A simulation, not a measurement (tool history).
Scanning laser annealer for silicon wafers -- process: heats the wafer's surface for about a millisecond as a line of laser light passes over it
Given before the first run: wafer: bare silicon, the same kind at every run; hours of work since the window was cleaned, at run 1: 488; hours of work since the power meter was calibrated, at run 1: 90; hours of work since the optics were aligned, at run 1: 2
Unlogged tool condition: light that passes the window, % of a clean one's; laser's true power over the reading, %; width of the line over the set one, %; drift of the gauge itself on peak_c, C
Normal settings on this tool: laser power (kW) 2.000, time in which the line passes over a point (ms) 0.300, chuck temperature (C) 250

run	hour	laser power (kW)	time in which the line passes over a point (ms)	chuck temperature (C)	hours of work since the window was cleaned	hours of work since the power meter was calibrated	hours of work since the optics were aligned	highest temperature of the surface (C)
1	0.0	2.000	0.300	250	488	90	2	1031
2	10.7	2.000	0.300	250	494	96	8	1031
3	18.7	2.000	0.300	250	499	101	13	1030
4	27.9	2.000	0.237	250	504	106	18	934
5	32.5	2.000	0.237	250	506	108	20	935
6	39.4	2.000	0.336	250	510	112	24	1082
7	44.3	2.000	0.300	250	513	115	27	1032
8	54.9	2.000	0.300	250	518	121	33	1032
9	60.8	2.000	0.325	250	522	124	36	1067
10	68.7	2.000	0.300	283	526	128	40	1063
11	75.3	2.000	0.300	283	530	132	44	1064
12	84.3	2.000	0.300	283	535	137	49	1063
13	93.2	2.000	0.252	250	540	142	54	958
14	98.7	2.000	0.318	250	543	145	57	1054
15	105.6	2.097	0.300	250	546	148	60	1076
16	112.2	1.911	0.300	250	550	152	64	989
17	117.6	2.000	0.300	250	553	155	67	1028
18	124.3	2.000	0.295	250	557	159	71	1022
19	132.0	2.000	0.295	250	561	163	75	1023
20	139.0	2.000	0.295	283	565	167	79	1053
21	147.7	2.132	0.295	283	570	172	84	1117
22	155.5	2.072	0.299	244	574	176	88	1056
23	162.6	1.774	0.288	221	578	180	92	878
24	168.7	1.970	0.348	250	581	183	95	1081
25	174.2	1.970	0.348	250	584	186	98	1082
26	184.4	2.025	0.245	259	590	192	104	965
27	191.3	1.749	0.225	282	593	196	108	845
28	201.0	2.000	0.301	250	599	201	113	1029
29	209.3	1.848	0.370	252	603	205	117	1046
30	213.7	1.798	0.364	217	606	208	120	978
31	221.4	1.798	0.253	281	610	212	124	900
32	226.2	1.979	0.256	250	613	215	127	952
33	233.5	1.979	0.256	250	617	219	131	955
34	241.8	2.113	0.354	234	621	223	135	1145
35	246.1	2.113	0.266	234	624	226	138	1013
36	250.9	1.975	0.213	261	626	228	140	892
37	259.5	1.975	0.275	249	631	233	145	977
38	264.1	2.073	0.239	258	634	236	148	972
39	271.7	2.073	0.345	257	638	240	152	1136
40	278.1	1.904	0.245	260	641	243	155	913
41	287.6	2.135	0.361	251	646	249	161	1182
42	292.1	2.135	0.361	251	649	251	163	1187

For each run, the measured value with the value that run would have given without the tool's hidden condition subtracted. The run-to-run variation is shared by both, the gauge scatter possibly not:
run	highest temperature of the surface (C)
1	-14
2	-14
3	-14
4	-12
5	-12
6	-16
7	-14
8	-15
9	-15
10	-15
11	-15
12	-15
13	-14
14	-16
15	-16
16	-15
17	-16
18	-16
19	-16
20	-17
21	-18
22	-17
23	-14
24	-18
25	-18
26	-15
27	-13
28	-17
29	-18
30	-18
31	-14
32	-16
33	-16
34	-21
35	-18
36	-15
37	-18
38	-17
39	-22
40	-16
41	-23
42	-23

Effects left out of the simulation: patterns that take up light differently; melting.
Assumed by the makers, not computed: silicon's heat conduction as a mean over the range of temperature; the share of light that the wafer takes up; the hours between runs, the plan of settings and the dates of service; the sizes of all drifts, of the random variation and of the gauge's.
